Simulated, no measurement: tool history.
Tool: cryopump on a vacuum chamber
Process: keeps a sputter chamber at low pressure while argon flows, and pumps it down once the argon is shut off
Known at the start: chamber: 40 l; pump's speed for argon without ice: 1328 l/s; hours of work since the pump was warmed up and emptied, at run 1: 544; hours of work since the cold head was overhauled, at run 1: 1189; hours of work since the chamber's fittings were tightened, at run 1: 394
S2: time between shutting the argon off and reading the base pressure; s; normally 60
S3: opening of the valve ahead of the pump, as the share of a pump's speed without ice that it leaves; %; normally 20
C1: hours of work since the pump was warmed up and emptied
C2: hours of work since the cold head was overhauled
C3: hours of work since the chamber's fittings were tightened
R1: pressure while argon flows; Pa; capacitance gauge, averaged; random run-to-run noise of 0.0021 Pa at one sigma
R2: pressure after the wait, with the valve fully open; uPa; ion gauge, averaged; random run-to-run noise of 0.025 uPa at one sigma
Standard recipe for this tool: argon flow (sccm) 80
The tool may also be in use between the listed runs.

{"run": 1, "hour": 0.0, "argon flow (sccm)": 80, "S2": 60, "S3": 20, "C1": 544, "C2": 1189, "C3": 394, "R1": 0.5547, "R2": 1.58}
{"run": 2, "hour": 35.6, "argon flow (sccm)": 80, "S2": 60, "S3": 20, "C1": 575, "C2": 1221, "C3": 425, "R1": 0.5568, "R2": 1.68}
{"run": 3, "hour": 56.4, "argon flow (sccm)": 80, "S2": 28, "S3": 20, "C1": 594, "C2": 1239, "C3": 444, "R1": 0.5585, "R2": 2.56}
{"hour": 69.0, "done": "pump warmed up, emptied and cooled again"}
{"run": 4, "hour": 84.2, "argon flow (sccm)": 80, "S2": 28, "S3": 20, "C1": 13, "C2": 1260, "C3": 464, "R1": 0.5098, "R2": 2.38}
{"run": 5, "hour": 100.9, "argon flow (sccm)": 58, "S2": 60, "S3": 20, "C1": 28, "C2": 1274, "C3": 479, "R1": 0.3718, "R2": 1.43}
{"run": 6, "hour": 126.3, "argon flow (sccm)": 58, "S2": 60, "S3": 20, "C1": 51, "C2": 1297, "C3": 501, "R1": 0.3728, "R2": 1.49}
{"run": 7, "hour": 145.1, "argon flow (sccm)": 80, "S2": 60, "S3": 20, "C1": 67, "C2": 1314, "C3": 518, "R1": 0.5122, "R2": 1.52}
{"run": 8, "hour": 168.9, "argon flow (sccm)": 80, "S2": 60, "S3": 20, "C1": 89, "C2": 1335, "C3": 539, "R1": 0.5169, "R2": 1.56}
{"run": 9, "hour": 186.1, "argon flow (sccm)": 80, "S2": 60, "S3": 20, "C1": 104, "C2": 1350, "C3": 554, "R1": 0.5145, "R2": 1.56}
{"run": 10, "hour": 203.4, "argon flow (sccm)": 80, "S2": 60, "S3": 20, "C1": 119, "C2": 1365, "C3": 570, "R1": 0.5204, "R2": 1.61}
{"run": 11, "hour": 228.9, "argon flow (sccm)": 80, "S2": 60, "S3": 29, "C1": 142, "C2": 1388, "C3": 592, "R1": 0.363, "R2": 1.59}
{"run": 12, "hour": 262.3, "argon flow (sccm)": 80, "S2": 60, "S3": 29, "C1": 171, "C2": 1418, "C3": 622, "R1": 0.3652, "R2": 1.67}
{"run": 13, "hour": 298.5, "argon flow (sccm)": 80, "S2": 60, "S3": 29, "C1": 204, "C2": 1450, "C3": 654, "R1": 0.3665, "R2": 1.69}
{"run": 14, "hour": 317.1, "argon flow (sccm)": 80, "S2": 60, "S3": 20, "C1": 220, "C2": 1466, "C3": 670, "R1": 0.5227, "R2": 1.72}
{"run": 15, "hour": 351.7, "argon flow (sccm)": 80, "S2": 60, "S3": 20, "C1": 251, "C2": 1497, "C3": 701, "R1": 0.5234, "R2": 1.75}
{"run": 16, "hour": 372.6, "argon flow (sccm)": 80, "S2": 60, "S3": 27, "C1": 269, "C2": 1516, "C3": 720, "R1": 0.3959, "R2": 1.8}
{"run": 17, "hour": 404.2, "argon flow (sccm)": 80, "S2": 60, "S3": 27, "C1": 297, "C2": 1544, "C3": 748, "R1": 0.3999, "R2": 1.85}
{"run": 18, "hour": 423.9, "argon flow (sccm)": 82, "S2": 60, "S3": 25, "C1": 315, "C2": 1561, "C3": 765, "R1": 0.4416, "R2": 1.87}
{"run": 19, "hour": 457.1, "argon flow (sccm)": 82, "S2": 60, "S3": 25, "C1": 344, "C2": 1590, "C3": 795, "R1": 0.4428, "R2": 1.9}
{"run": 20, "hour": 485.0, "argon flow (sccm)": 80, "S2": 34, "S3": 30, "C1": 369, "C2": 1615, "C3": 819, "R1": 0.3683, "R2": 2.62}
{"run": 21, "hour": 512.3, "argon flow (sccm)": 80, "S2": 34, "S3": 30, "C1": 393, "C2": 1639, "C3": 844, "R1": 0.3713, "R2": 2.66}
{"run": 22, "hour": 534.1, "argon flow (sccm)": 80, "S2": 34, "S3": 30, "C1": 413, "C2": 1659, "C3": 863, "R1": 0.3701, "R2": 2.64}
{"run": 23, "hour": 554.2, "argon flow (sccm)": 109, "S2": 76, "S3": 20, "C1": 430, "C2": 1677, "C3": 881, "R1": 0.7363, "R2": 1.92}
{"run": 24, "hour": 576.2, "argon flow (sccm)": 54, "S2": 31, "S3": 22, "C1": 450, "C2": 1696, "C3": 900, "R1": 0.3394, "R2": 2.9}
{"run": 25, "hour": 605.3, "argon flow (sccm)": 129, "S2": 207, "S3": 22, "C1": 476, "C2": 1722, "C3": 926, "R1": 0.8098, "R2": 1.61}
{"run": 26, "hour": 622.1, "argon flow (sccm)": 129, "S2": 207, "S3": 22, "C1": 491, "C2": 1737, "C3": 941, "R1": 0.815, "R2": 1.66}
{"run": 27, "hour": 649.7, "argon flow (sccm)": 40, "S2": 45, "S3": 29, "C1": 515, "C2": 1761, "C3": 965, "R1": 0.1967, "R2": 2.56}
{"run": 28, "hour": 677.7, "argon flow (sccm)": 40, "S2": 45, "S3": 29, "C1": 540, "C2": 1786, "C3": 990, "R1": 0.2, "R2": 2.62}
{"run": 29, "hour": 709.6, "argon flow (sccm)": 77, "S2": 57, "S3": 20, "C1": 568, "C2": 1814, "C3": 1019, "R1": 0.543, "R2": 2.5}
{"run": 30, "hour": 731.2, "argon flow (sccm)": 77, "S2": 57, "S3": 20, "C1": 587, "C2": 1834, "C3": 1038, "R1": 0.5386, "R2": 2.57}
{"hour": 749.5, "done": "pump warmed up, emptied and cooled again"}
{"run": 31, "hour": 753.1, "argon flow (sccm)": 130, "S2": 57, "S3": 41, "C1": 3, "C2": 1849, "C3": 1053, "R1": 0.4068, "R2": 1.99}
{"run": 32, "hour": 780.5, "argon flow (sccm)": 130, "S2": 57, "S3": 41, "C1": 27, "C2": 1873, "C3": 1077, "R1": 0.4101, "R2": 2.02}
{"run": 33, "hour": 802.0, "argon flow (sccm)": 130, "S2": 57, "S3": 41, "C1": 47, "C2": 1892, "C3": 1096, "R1": 0.4113, "R2": 2.02}

What if the next run were any one of these 5? Each begins from the tool's condition after run 33:
{"run": "A", "hour": 832.5, "argon flow (sccm)": 49, "S2": 43, "S3": 15, "C1": 74, "C2": 1919, "C3": 1123, "R1": "?", "R2": "?"}
{"run": "B", "hour": 832.5, "argon flow (sccm)": 72, "S2": 86, "S3": 20, "C1": 74, "C2": 1919, "C3": 1123, "R1": "?", "R2": "?"}
{"run": "C", "hour": 832.5, "argon flow (sccm)": 46, "S2": 106, "S3": 50, "C1": 74, "C2": 1919, "C3": 1123, "R1": "?", "R2": "?"}
{"run": "D", "hour": 832.5, "argon flow (sccm)": 130, "S2": 57, "S3": 21, "C1": 74, "C2": 1919, "C3": 1123, "R1": "?", "R2": "?"}
{"run": "E", "hour": 832.5, "argon flow (sccm)": 76, "S2": 45, "S3": 59, "C1": 74, "C2": 1919, "C3": 1123, "R1": "?", "R2": "?"}

run=A R1=0.4200 R2=2.39
run=B R1=0.4654 R2=1.86
run=C R1=0.1211 R2=1.63
run=D R1=0.8014 R2=2.08
run=E R1=0.1694 R2=2.34
Had the tool no hidden state, the same runs would have come out as:
run=A R1=0.4162 R2=1.36
run=B R1=0.4599 R2=0.84
run=C R1=0.1176 R2=0.64
run=D R1=0.7915 R2=1.06
run=E R1=0.1636 R2=1.31
